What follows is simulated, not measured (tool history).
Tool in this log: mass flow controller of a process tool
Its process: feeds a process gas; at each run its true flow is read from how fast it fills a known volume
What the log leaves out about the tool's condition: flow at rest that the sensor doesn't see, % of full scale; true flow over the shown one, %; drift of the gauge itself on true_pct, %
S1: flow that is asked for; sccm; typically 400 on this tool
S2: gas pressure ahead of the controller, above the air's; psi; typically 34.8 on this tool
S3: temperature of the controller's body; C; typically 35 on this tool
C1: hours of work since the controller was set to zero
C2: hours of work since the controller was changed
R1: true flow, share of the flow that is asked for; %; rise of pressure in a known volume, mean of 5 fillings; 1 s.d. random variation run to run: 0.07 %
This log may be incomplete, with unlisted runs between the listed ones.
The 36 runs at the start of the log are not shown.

run 37 day=336.533 | S1=790 S2=25.2 S3=28 | C1=6706 C2=6706 | R1=101.78
run 38 day=344.542 | S1=790 S2=25.2 S3=28 | C1=6809 C2=6809 | R1=101.97
run 39 day=350.5 | S1=400 S2=36.3 S3=26 | C1=6885 C2=6885 | R1=101.77
run 40 day=359.529 | S1=153 S2=21.3 S3=29 | C1=7002 C2=7002 | R1=104.22
run 41 day=371.171 | S1=137 S2=34.8 S3=29 | C1=7151 C2=7151 | R1=104.83
run 42 day=380.888 | S1=137 S2=34.8 S3=40 | C1=7276 C2=7276 | R1=104.18
run 43 day=387.196 | S1=135 S2=31.9 S3=28 | C1=7357 C2=7357 | R1=105.08
run 44 day=398.525 | S1=166 S2=34.8 S3=24 | C1=7503 C2=7503 | R1=104.52
run 45 day=405.242 | S1=166 S2=34.8 S3=24 | C1=7590 C2=7590 | R1=104.62
run 46 day=412.625 | S1=400 S2=34.8 S3=30 | C1=7685 C2=7685 | R1=101.95
-- day=420.879 controller's zero set anew
run 47 day=421.404 | S1=178 S2=24.2 S3=35 | C1=7 C2=7797 | R1=99.05
run 48 day=431.492 | S1=292 S2=38.1 S3=23 | C1=137 C2=7927 | R1=99.93

Alternative continuations, all from the tool just after run 48; predict every row:
run A day=439.012 | S1=330 S2=34.8 S3=37 | C1=233 C2=8024 | R1=?
run B day=439.012 | S1=123 S2=38.1 S3=23 | C1=233 C2=8024 | R1=?
run C day=439.012 | S1=400 S2=25.8 S3=24 | C1=233 C2=8024 | R1=?

run=A R1=99.26
run=B R1=99.78
run=C R1=100.63
Had the tool no hidden state, the same runs would have come out as:
run=A R1=97
run=B R1=97.28
run=C R1=98.39
